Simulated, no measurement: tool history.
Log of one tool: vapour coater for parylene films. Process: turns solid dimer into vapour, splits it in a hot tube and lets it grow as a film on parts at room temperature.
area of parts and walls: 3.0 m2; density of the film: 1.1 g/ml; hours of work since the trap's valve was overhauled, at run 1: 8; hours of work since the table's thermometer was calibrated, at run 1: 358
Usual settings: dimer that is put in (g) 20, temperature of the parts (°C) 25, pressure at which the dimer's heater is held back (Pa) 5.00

run   hour  dimer that is put in (g)  temperature of the parts (°C)  pressure at which the dimer's heater is held back (Pa)  hours of work since the trap's valve was overhauled  hours of work since the table's thermometer was calibrated  thickness of the film (um)
  1    0.0                        20                             25                                                    5.00                                                    8                                                         358                        4.57
  2   37.9                        20                             25                                                    5.00                                                   25                                                         375                        4.55
  3   64.9                        20                             25                                                    5.00                                                   37                                                         387                        4.57
  4  109.1                        20                             25                                                    3.04                                                   57                                                         407                        5.00
  5  147.8                        20                             25                                                    3.04                                                   74                                                         424                        4.95
  6  183.6                        20                             28                                                    5.00                                                   90                                                         440                        3.97
  7  235.2                        20                             28                                                    3.73                                                  114                                                         464                        4.20
  8  264.1                        10                             27                                                    5.00                                                  127                                                         477                        2.08
  9  309.9                        10                             27                                                    5.00                                                  147                                                         497                        2.02
 10  346.7                        10                             24                                                    2.20                                                  164                                                         514                        2.72
 11  386.5                        10                             33                                                    9.56                                                  182                                                         532                        1.48
 12  434.8                        10                             22                                                    9.56                                                  203                                                         554                        2.08
 13  476.2                        21                             27                                                    9.56                                                  222                                                         572                        3.66

Forecast each of these 4 alternatives for the next run:
  A  516.4                        11                             18                                                    9.56                                                  240                                                         590                           ?
  B  516.4                        20                             27                                                    4.88                                                  240                                                         590                           ?
  C  516.4                        20                             35                                                    5.00                                                  240                                                         590                           ?
  D  516.4                        16                             31                                                    3.99                                                  240                                                         590                           ?

run  thickness of the film (um)
  A                        2.55
  B                        3.99
  C                        3.06
  D                        2.93
Without the tool's hidden state the same runs would have given:
run  thickness of the film (um)
  A                        2.72
  B                        4.27
  C                        3.27
  D                        3.13
